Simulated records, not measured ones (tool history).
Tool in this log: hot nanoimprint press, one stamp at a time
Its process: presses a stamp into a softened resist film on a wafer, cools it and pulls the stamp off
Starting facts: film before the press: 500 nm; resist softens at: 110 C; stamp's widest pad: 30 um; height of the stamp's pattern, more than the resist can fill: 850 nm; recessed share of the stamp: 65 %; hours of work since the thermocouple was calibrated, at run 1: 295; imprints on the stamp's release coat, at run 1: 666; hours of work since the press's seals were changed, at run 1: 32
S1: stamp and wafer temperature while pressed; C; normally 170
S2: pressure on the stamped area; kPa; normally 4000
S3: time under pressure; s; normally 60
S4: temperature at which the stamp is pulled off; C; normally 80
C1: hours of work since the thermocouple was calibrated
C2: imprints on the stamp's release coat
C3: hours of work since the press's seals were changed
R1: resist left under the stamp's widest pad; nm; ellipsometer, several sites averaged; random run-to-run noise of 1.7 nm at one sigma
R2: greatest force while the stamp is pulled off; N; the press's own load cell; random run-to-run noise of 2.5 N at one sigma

run,hour,S1,S2,S3,S4,C1,C2,C3,R1,R2
1,0,170,4000,60,80,295,666,32,272.8,143
2,29.6,170,6390,60,80,310,748,47,220.2,147
3,71.2,170,4000,60,80,330,863,67,276.9,157
4,91.4,170,4000,60,80,340,920,77,274.4,164
5,129.3,170,3120,60,80,359,1025,96,304.2,157
6,155,170,4000,60,80,372,1096,109,277.2,164
7,186.6,170,4000,60,80,387,1184,125,276,167
8,210.5,170,4000,60,76,399,1250,137,273.9,183
9,231.8,170,4000,60,80,410,1310,147,277.1,180
10,261.9,172,4000,60,80,425,1393,162,258.2,183
11,284.1,172,4000,60,80,436,1455,173,262.2,179
12,326,172,4000,60,80,456,1571,194,263.4,184
13,348.7,172,4000,60,80,468,1634,205,264.1,194
14,380.8,172,4000,60,80,484,1723,221,262.2,196
15,407.6,173,4000,60,80,497,1798,234,250.1,197
# hour 413: plate thermocouple calibrated
16,439.4,167,4000,62,80,13,1878,248,313.8,198
17,458.9,167,4000,58,80,23,1932,258,323.2,207
# hour 480.3: stamp cleaned and given a new release coat
18,496.4,167,4000,58,80,38,44,274,323.8,121
# hour 512.7: plate thermocouple calibrated, once more
19,534.3,170,5270,57,80,11,141,291,242.5,121
20,573.7,170,4000,66,80,30,251,311,255.7,123
21,592.8,182,4000,99,80,40,304,320,137.9,124
22,628.7,178,4000,72,80,58,404,338,185.4,134
23,664,178,4000,30,80,75,502,355,256.5,136
24,702.3,178,4000,30,80,94,608,374,254.9,137
25,736.1,170,4240,45,69,111,702,391,289.4,172
26,775.1,170,3250,49,72,130,811,410,309.3,173
27,799,170,3250,88,68,142,877,422,259.7,184
28,823.9,170,3250,88,68,154,946,435,258.3,186
29,849.9,170,4000,32,80,167,1018,448,326.4,156

What will run 30 give?
30,890.8,162,4760,68,77,187,1132,468,?,?

Run 30 produced R1 330.9 nm, R2 175 N.
Take away the tool's hidden state, keep the run-to-run variation as it was, and the same run would have given R1 318.4 nm, R2 122 N.
